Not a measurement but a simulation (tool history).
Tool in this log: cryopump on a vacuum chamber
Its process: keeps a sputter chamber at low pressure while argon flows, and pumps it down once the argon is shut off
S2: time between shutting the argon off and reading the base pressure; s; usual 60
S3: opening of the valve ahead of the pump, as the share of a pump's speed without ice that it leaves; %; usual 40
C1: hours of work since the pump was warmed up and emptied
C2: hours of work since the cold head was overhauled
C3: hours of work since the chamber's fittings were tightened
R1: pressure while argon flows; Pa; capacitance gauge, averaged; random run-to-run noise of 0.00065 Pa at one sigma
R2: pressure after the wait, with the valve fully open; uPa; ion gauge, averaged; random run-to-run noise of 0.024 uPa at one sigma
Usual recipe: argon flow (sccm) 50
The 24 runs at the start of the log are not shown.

run 25 hour=1006.3 | argon_flow_(sccm)=48 S2=59 S3=26 | C1=850 C2=850 C3=1931 | R1=0.1666 R2=1.8
run 26 hour=1044.7 | argon_flow_(sccm)=48 S2=86 S3=32 | C1=868 C2=868 C3=1949 | R1=0.1383 R2=1.6
run 27 hour=1090.8 | argon_flow_(sccm)=48 S2=181 S3=23 | C1=889 C2=889 C3=1971 | R1=0.1885 R2=1.42
run 28 hour=1140.2 | argon_flow_(sccm)=55 S2=181 S3=23 | C1=912 C2=912 C3=1994 | R1=0.2159 R2=1.37
run 29 hour=1171.8 | argon_flow_(sccm)=55 S2=181 S3=23 | C1=927 C2=927 C3=2009 | R1=0.2162 R2=1.38
run 30 hour=1223.6 | argon_flow_(sccm)=41 S2=60 S3=58 | C1=952 C2=952 C3=2033 | R1=0.0717 R2=1.99
run 31 hour=1278 | argon_flow_(sccm)=50 S2=265 S3=38 | C1=977 C2=977 C3=2059 | R1=0.126 R2=1.39
run 32 hour=1327 | argon_flow_(sccm)=50 S2=102 S3=40 | C1=1000 C2=1000 C3=2082 | R1=0.121 R2=1.63
run 33 hour=1376.3 | argon_flow_(sccm)=37 S2=275 S3=38 | C1=1023 C2=1023 C3=2105 | R1=0.0935 R2=1.46
run 34 hour=1411.5 | argon_flow_(sccm)=78 S2=161 S3=20 | C1=1040 C2=1040 C3=2121 | R1=0.351 R2=1.5
run 35 hour=1443.8 | argon_flow_(sccm)=50 S2=24 S3=41 | C1=1055 C2=1055 C3=2136 | R1=0.1198 R2=3.17

Consider 3 possible next runs. They are alternatives, not a sequence: every one starts from the tool as it was left by run 35. What does each give?
run A hour=1491.7 | argon_flow_(sccm)=66 S2=102 S3=15 | C1=1077 C2=1077 C3=2159 | R1=? R2=?
run B hour=1491.7 | argon_flow_(sccm)=24 S2=132 S3=40 | C1=1077 C2=1077 C3=2159 | R1=? R2=?
run C hour=1491.7 | argon_flow_(sccm)=50 S2=128 S3=40 | C1=1077 C2=1077 C3=2159 | R1=? R2=?

run=A R1=0.3887 R2=1.74
run=B R1=0.0585 R2=1.65
run=C R1=0.1231 R2=1.67
Had the tool no hidden state, the same runs would have come out as:
run=A R1=0.3655 R2=0.58
run=B R1=0.05 R2=0.48
run=C R1=0.1054 R2=0.47
